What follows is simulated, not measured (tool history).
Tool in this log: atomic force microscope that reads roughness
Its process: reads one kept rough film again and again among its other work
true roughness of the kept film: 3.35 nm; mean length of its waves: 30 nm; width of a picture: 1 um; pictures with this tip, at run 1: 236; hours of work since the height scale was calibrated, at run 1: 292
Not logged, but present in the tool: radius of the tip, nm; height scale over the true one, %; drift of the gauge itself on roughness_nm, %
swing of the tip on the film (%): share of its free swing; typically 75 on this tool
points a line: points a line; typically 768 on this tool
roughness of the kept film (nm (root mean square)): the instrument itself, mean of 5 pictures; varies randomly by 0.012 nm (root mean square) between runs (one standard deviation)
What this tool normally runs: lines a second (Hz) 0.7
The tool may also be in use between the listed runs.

run	hour	lines a second (Hz)	swing of the tip on the film (%)	points a line	pictures with this tip	hours of work since the height scale was calibrated	roughness of the kept film (nm (root mean square))
1	0	0.7	75	768	236	292	2.902
2	11.8	0.7	75	768	254	299	2.89
3	21.5	0.7	75	768	269	305	2.893
4	35.2	0.7	75	768	289	314	2.915
# hour 37.8: new tip fitted
5	43.5	0.791	75	768	8	319	2.9
6	57.3	0.791	75	496	29	327	2.892
7	66.4	0.7	86	768	43	333	2.835
8	79.3	0.7	75	768	62	341	2.909
9	93.2	0.7	75	768	83	349	2.928
10	105.7	0.7	75	768	102	357	2.907
11	117.8	0.7	75	328	121	365	2.905
12	128.2	0.7	75	328	136	371	2.906
13	135.8	0.939	78	863	148	376	2.825
14	145.2	0.708	75	820	162	382	2.906
15	159.7	2.176	81	1008	184	391	2.589
16	166	2.176	81	1008	193	395	2.592

Run 17 has not been measured yet. What should we expect?
17	176.5	0.7	76	866	209	401	?

roughness of the kept film (nm (root mean square)): 2.894
If the tool had no hidden condition, the same run with the same run-to-run variation would have returned roughness of the kept film (nm (root mean square)) 2.9.
